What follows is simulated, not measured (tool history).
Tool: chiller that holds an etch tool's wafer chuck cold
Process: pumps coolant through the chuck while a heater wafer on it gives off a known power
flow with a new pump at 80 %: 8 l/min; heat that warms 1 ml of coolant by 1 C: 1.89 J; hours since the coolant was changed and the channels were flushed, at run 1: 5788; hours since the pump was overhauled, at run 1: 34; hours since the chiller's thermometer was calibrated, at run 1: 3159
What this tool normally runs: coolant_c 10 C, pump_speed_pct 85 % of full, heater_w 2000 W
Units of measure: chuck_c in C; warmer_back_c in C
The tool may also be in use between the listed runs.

run,hour,coolant_c,pump_speed_pct,heater_w,hours since the coolant was changed and the channels were flushed,hours since the pump was overhauled,hours since the chiller's thermometer was calibrated,chuck_c,warmer_back_c
1,0,10,85,2000,5788,34,3159,31.3,7.38
2,15.1,10,85,2193,5803,50,3174,33.4,8.08
3,48.9,10,94,2000,5837,83,3208,29.7,6.58
4,79.6,10,66,2000,5868,114,3238,36.5,9.96
5,110.4,10,66,2000,5898,145,3269,36.5,9.92
6,126,10,66,2000,5914,160,3285,36.4,10.04
# hour 131.2: chiller's thermometer calibrated
7,159,10,66,1002,5946,192,28,23,4.95
8,190.1,10,66,1002,5977,224,59,22.8,4.99
9,207.9,10,66,1002,5995,241,77,23,5.03
10,241.3,10,66,1002,6028,275,110,23,4.95
11,270.6,10,85,2257,6057,304,139,33.9,8.38
12,297.1,10,94,2000,6084,331,166,29.6,6.61
13,318.2,10,77,2000,6105,352,187,33.1,8.32
14,338.5,10,85,2000,6125,372,207,31.4,7.45
15,371.3,10,85,1308,6158,405,240,23.8,4.89
16,387.8,10,80,2000,6175,421,257,32.4,7.92
17,410.4,10,99,2510,6197,444,279,33.3,7.85
18,426.2,12,71,1164,6213,460,295,26.4,5.33
19,442.5,10,89,2000,6229,476,311,30.6,7.02
20,476.7,10,89,2000,6264,510,345,30.6,7.12
21,495,2,87,1864,6282,528,364,21.3,6.78
22,520.7,2,87,1864,6308,554,389,21.5,6.79
23,557.5,10,94,2000,6344,591,426,29.5,6.65
24,588.3,10,94,2000,6375,622,457,29.4,6.67
25,604.1,10,94,2000,6391,638,473,29.7,6.66
26,628,10,94,2000,6415,661,497,29.8,6.64
27,649.9,15,85,2000,6437,683,519,36.2,7.48
28,676.2,1,70,1509,6463,710,545,19.9,6.96
29,696.3,3,67,2157,6483,730,565,31,10.58
30,721.4,3,67,2157,6508,755,590,31.2,10.6
31,741,18,64,1949,6528,774,610,44.1,10.1

What if the next run were any one of these 3? Each begins from the tool's condition after run 31:
A,773,20,93,1836,6560,806,642,?,?
B,773,18,83,1949,6560,806,642,?,?
C,773,14,78,2000,6560,806,642,?,?

run,chuck_c,warmer_back_c
A,38.1,6.22
B,39.1,7.52
C,37,8.24
Without the tool's unlogged condition, the same runs would have read:
run,chuck_c,warmer_back_c
A,36.8,6.17
B,37.6,7.46
C,35.5,8.17
